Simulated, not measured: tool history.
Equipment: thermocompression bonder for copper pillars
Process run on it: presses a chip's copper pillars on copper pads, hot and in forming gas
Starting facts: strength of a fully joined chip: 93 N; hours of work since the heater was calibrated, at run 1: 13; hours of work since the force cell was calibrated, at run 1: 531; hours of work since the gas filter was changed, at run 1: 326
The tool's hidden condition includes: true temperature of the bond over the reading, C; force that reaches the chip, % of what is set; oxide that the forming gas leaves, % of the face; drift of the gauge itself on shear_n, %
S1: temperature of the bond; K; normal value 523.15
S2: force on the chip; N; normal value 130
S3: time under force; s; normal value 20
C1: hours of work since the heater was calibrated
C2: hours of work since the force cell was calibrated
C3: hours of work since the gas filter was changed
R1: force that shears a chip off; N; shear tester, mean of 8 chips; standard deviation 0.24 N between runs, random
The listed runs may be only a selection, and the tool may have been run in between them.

Run 1, hour 0.0: usual settings; C1 13; C2 531; C3 326. Result: R1 49.7 N.
Run 2, hour 9.7: usual settings; C1 18; C2 536; C3 331. Result: R1 49.7 N.
Run 3, hour 23.5: usual settings; C1 25; C2 544; C3 338. Result: R1 49.7 N.
Run 4, hour 38.5: usual settings but S2 109 N; C1 33; C2 552; C3 346. Result: R1 44.6 N.
Run 5, hour 53.9: usual settings but S2 101 N; C1 41; C2 560; C3 355. Result: R1 42.8 N.
Run 6, hour 68.3: usual settings but S2 101 N; C1 49; C2 568; C3 362. Result: R1 42.4 N.
Run 7, hour 79.9: usual settings but S1 549.15 K; C1 55; C2 574; C3 368. Result: R1 67.7 N.
Run 8, hour 94.8: usual settings; C1 63; C2 582; C3 376. Result: R1 49.4 N.
Run 9, hour 106.6: usual settings; C1 69; C2 588; C3 382. Result: R1 49.7 N.
At hour 117.3: forming gas filter changed.
Run 10, hour 119.3: usual settings; C1 76; C2 594; C3 1. Result: R1 49.6 N.
Run 11, hour 129.7: usual settings; C1 81; C2 600; C3 7. Result: R1 49.8 N.
Run 12, hour 146.3: usual settings; C1 90; C2 609; C3 15. Result: R1 49.8 N.
Run 13, hour 156.0: usual settings but S2 86 N; C1 95; C2 614; C3 21. Result: R1 38.2 N.
Run 14, hour 170.0: usual settings but S2 86 N; C1 103; C2 621; C3 28. Result: R1 38.6 N.
Run 15, hour 181.2: usual settings but S3 19 s; C1 109; C2 627; C3 34. Result: R1 48.8 N.
Run 16, hour 190.5: usual settings; C1 114; C2 632; C3 39. Result: R1 49.8 N.
Run 17, hour 200.7: usual settings but S3 56 s; C1 119; C2 637; C3 44. Result: R1 67.0 N.
Run 18, hour 210.7: usual settings; C1 124; C2 643; C3 50. Result: R1 50.1 N.
Run 19, hour 224.2: usual settings; C1 131; C2 650; C3 57. Result: R1 49.6 N.
Run 20, hour 234.5: usual settings; C1 137; C2 655; C3 62. Result: R1 49.7 N.
Run 21, hour 246.2: usual settings but S1 502.15 K, S2 170 N; C1 143; C2 662; C3 68. Result: R1 42.7 N.
Run 22, hour 255.0: usual settings but S1 517.15 K, S2 151 N, S3 19 s; C1 148; C2 666; C3 73. Result: R1 49.1 N.
Run 23, hour 264.8: usual settings but S2 135 N, S3 42 s; C1 153; C2 672; C3 78. Result: R1 63.8 N.
Run 24, hour 281.6: usual settings but S1 493.15 K, S2 113 N, S3 59 s; C1 162; C2 680; C3 87. Result: R1 41.3 N.
Run 25, hour 297.3: usual settings but S1 543.15 K, S2 97 N, S3 59 s; C1 170; C2 689; C3 95. Result: R1 72.4 N.
Run 26, hour 311.1: usual settings but S1 504.15 K, S2 97 N, S3 31 s; C1 178; C2 696; C3 103. Result: R1 35.7 N.
Run 27, hour 323.0: usual settings but S1 504.15 K, S2 97 N, S3 31 s; C1 184; C2 702; C3 109. Result: R1 35.8 N.
Run 28, hour 330.8: usual settings but S3 12 s; C1 188; C2 707; C3 113. Result: R1 41.9 N.
Run 29, hour 346.0: usual settings but S1 498.15 K, S2 80 N; C1 196; C2 715; C3 121. Result: R1 23.2 N.
Run 30, hour 357.3: usual settings but S1 498.15 K, S2 80 N; C1 202; C2 721; C3 127. Result: R1 23.4 N.
Run 31, hour 373.0: usual settings but S1 546.15 K, S2 105 N, S3 18 s; C1 210; C2 729; C3 136. Result: R1 57.2 N.
Run 32, hour 386.2: usual settings but S2 88 N, S3 18 s; C1 217; C2 736; C3 143. Result: R1 37.6 N.
Run 33, hour 402.1: usual settings but S2 82 N, S3 17 s; C1 226; C2 744; C3 151. Result: R1 34.7 N.
Run 34, hour 411.5: usual settings but S2 82 N, S3 17 s; C1 231; C2 749; C3 156. Result: R1 34.7 N.
Run 35, hour 423.0: usual settings but S2 88 N, S3 23 s; C1 237; C2 755; C3 162. Result: R1 41.3 N.
Run 36, hour 434.7: usual settings but S1 519.15 K, S2 88 N, S3 25 s; C1 243; C2 762; C3 168. Result: R1 39.8 N.
Run 37, hour 450.8: usual settings but S1 519.15 K, S2 88 N, S3 25 s; C1 252; C2 770; C3 177. Result: R1 39.8 N.
Run 38, hour 463.4: usual settings but S2 104 N, S3 23 s; C1 258; C2 777; C3 184. Result: R1 45.7 N.
Run 39, hour 479.1: usual settings but S1 541.15 K, S3 49 s; C1 267; C2 785; C3 192. Result: R1 76.6 N.
Run 40, hour 487.1: usual settings but S1 541.15 K, S3 49 s; C1 271; C2 789; C3 196. Result: R1 76.4 N.

Entry by entry between the runs, the difference in hidden state between the last listed run before and the first listed run after:
In the gap between runs 9 and 10: forming gas filter changed (hour 117.3)
  oxide that the forming gas leaves, % of the face: 0.75 -> 0.51
